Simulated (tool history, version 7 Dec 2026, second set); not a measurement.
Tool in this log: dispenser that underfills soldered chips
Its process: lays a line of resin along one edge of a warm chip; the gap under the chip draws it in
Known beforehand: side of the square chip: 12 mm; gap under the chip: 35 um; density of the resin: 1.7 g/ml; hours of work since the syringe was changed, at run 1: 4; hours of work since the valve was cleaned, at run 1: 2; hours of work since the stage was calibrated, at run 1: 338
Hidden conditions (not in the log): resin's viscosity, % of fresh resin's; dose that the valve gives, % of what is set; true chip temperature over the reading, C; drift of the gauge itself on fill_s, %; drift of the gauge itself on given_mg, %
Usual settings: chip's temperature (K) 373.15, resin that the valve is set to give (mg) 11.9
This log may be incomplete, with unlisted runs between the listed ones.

run,day,chip's temperature (K),resin that the valve is set to give (mg),hours of work since the syringe was changed,hours of work since the valve was cleaned,hours of work since the stage was calibrated,time until the resin shows at the far edge (s),resin that the valve gave (mg)
1,0,373.15,11.9,4,2,338,301.9,11.95
# day 0.225: new syringe of resin
2,0.279,373.15,11.9,1,7,343,263.2,11.76
3,0.571,373.15,11.9,6,12,348,314.3,11.74
# day 0.712: new syringe of resin
4,0.796,373.15,11.9,1,16,352,267.7,11.74
5,1.042,373.15,11.9,6,20,356,318.3,11.78
# day 1.179: new syringe of resin
6,1.375,365.15,11.9,4,26,362,417.5,11.58
7,1.6,365.15,11.9,7,30,366,480.9,11.65
# day 1.646: new syringe of resin
8,2.004,373.15,11.9,6,37,373,319.1,11.6
# day 2.112: new syringe of resin
9,2.271,373.15,11.9,3,42,377,282.1,11.5
# day 2.508: dispensing valve cleaned and set on the balance
10,2.604,373.15,11.9,8,2,382,333.4,11.79
# day 2.658: new syringe of resin
11,2.867,376.15,11.9,4,6,387,255.8,11.81
# day 3.138: new syringe of resin
12,3.362,376.15,11.9,4,15,395,258.4,11.84
# day 3.604: new syringe of resin
13,3.833,376.15,11.9,4,23,404,266.9,11.71
# day 4.079: new syringe of resin
14,4.3,376.15,11.9,4,31,412,260.9,11.73
# day 4.571: new syringe of resin
15,4.692,373.15,11.9,2,38,418,276.9,11.61
16,4.892,373.15,11.9,6,41,422,312.5,11.54
# day 5.062: new syringe of resin
# day 5.183: dispensing valve cleaned and set on the balance
17,5.425,373.15,11.9,6,4,430,325.3,11.85
# day 5.571: new syringe of resin
18,5.683,387.15,11.9,2,9,435,156.3,11.84
19,5.892,387.15,11.9,6,12,438,175.7,11.79
# day 6.046: new syringe of resin
20,6.333,373.15,12.3,5,20,446,316.1,12
# day 6.521: new syringe of resin
21,6.742,373.15,12.3,4,27,453,301.5,12.05
# day 6.996: new syringe of resin
22,7.008,369.15,10.2,0,31,458,333.4,10.04
23,7.212,369.15,10.2,4,35,461,383,9.91
# day 7.471: new syringe of resin
24,7.588,373.15,10.4,2,42,468,305.1,10.08
# day 7.842: dispensing valve cleaned and set on the balance
25,7.846,380.15,13.7,6,0,472,234.4,13.68
# day 7.996: new syringe of resin
26,8.229,376.15,13.7,4,7,478,266.7,13.61
27,8.433,358.15,10.2,8,10,482,731.9,10.2
# day 8.471: new syringe of resin
28,8.758,363.15,11.8,5,16,487,512.6,11.7
# day 8.95: new syringe of resin
29,9.217,382.15,14.8,5,24,495,201.3,14.44
# day 9.446: new syringe of resin
30,9.629,359.15,11,3,31,502,581.4,10.61
# day 9.917: new syringe of resin
31,10.112,372.15,10.5,3,39,511,331.5,10.14
# day 10.396: new syringe of resin
# day 10.517: dispensing valve cleaned and set on the balance
32,10.612,372.15,10.5,3,2,519,328.5,10.44
# day 10.912: new syringe of resin
33,11.004,373.15,14.3,2,8,525,280.3,14.2
34,11.3,385.15,12.3,7,14,531,202.7,12.03
# day 11.375: new syringe of resin
35,11.742,385.15,12.3,7,21,538,202.6,12.03

Branching from run 35: 4 alternative next runs. What would each branch give?
# day 11.854: new syringe of resin
A,11.996,373.15,15.1,3,26,543,?,?
# day 11.854: new syringe of resin
B,11.996,383.15,11.9,3,26,543,?,?
# day 11.854: new syringe of resin
C,11.996,366.15,15.4,3,26,543,?,?
# day 11.854: new syringe of resin
D,11.996,385.15,12.1,3,26,543,?,?

run,time until the resin shows at the far edge (s),resin that the valve gave (mg)
A,286.4,14.67
B,192.1,11.64
C,396.8,15.02
D,174.3,11.75
Without the tool's hidden state the same runs would have given:
run,time until the resin shows at the far edge (s),resin that the valve gave (mg)
A,222.4,15.02
B,149.9,11.92
C,306.4,15.37
D,136.3,12.03

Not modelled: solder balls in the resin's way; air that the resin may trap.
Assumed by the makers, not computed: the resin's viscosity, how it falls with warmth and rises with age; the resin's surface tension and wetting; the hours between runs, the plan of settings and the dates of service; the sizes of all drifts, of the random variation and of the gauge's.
